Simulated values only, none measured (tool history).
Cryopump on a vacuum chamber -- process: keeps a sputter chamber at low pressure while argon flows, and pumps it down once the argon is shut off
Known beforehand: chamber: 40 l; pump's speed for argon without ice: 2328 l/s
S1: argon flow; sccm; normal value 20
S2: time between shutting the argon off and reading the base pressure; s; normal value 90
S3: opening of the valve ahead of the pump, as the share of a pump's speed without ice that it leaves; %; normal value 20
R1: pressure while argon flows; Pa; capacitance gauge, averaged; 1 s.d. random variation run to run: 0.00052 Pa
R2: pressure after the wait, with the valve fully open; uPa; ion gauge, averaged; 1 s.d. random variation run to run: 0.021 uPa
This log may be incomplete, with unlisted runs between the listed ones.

run,hour,S1,S2,S3,R1,R2
1,0.0,20,90,20,0.0737,1.30
2,67.5,20,90,20,0.0749,1.30
3,140.4,20,90,20,0.0749,1.36
4,206.5,20,204,20,0.0755,1.26
5,263.5,20,204,20,0.0766,1.28
6,331.6,20,204,20,0.0767,1.31
7,402.2,20,204,20,0.0773,1.39
8,483.3,20,30,20,0.0783,1.97
9,528.3,20,30,20,0.0788,2.04
10,600.0,20,90,20,0.0794,1.73
11,645.9,9,29,19,0.0375,2.15
12,691.2,21,29,40,0.0457,2.25

Run 13, settings as shown, results not yet in. Your forecast:
# hour 771.4: pump warmed up, emptied and cooled again
13,780.5,30,31,20,?,?

For run 13 the tool returned R1 0.1085 Pa, R2 1.77 uPa.
Take away the tool's hidden state, keep the run-to-run variation as it was, and the same run would have given R1 0.1077 Pa, R2 0.79 uPa.

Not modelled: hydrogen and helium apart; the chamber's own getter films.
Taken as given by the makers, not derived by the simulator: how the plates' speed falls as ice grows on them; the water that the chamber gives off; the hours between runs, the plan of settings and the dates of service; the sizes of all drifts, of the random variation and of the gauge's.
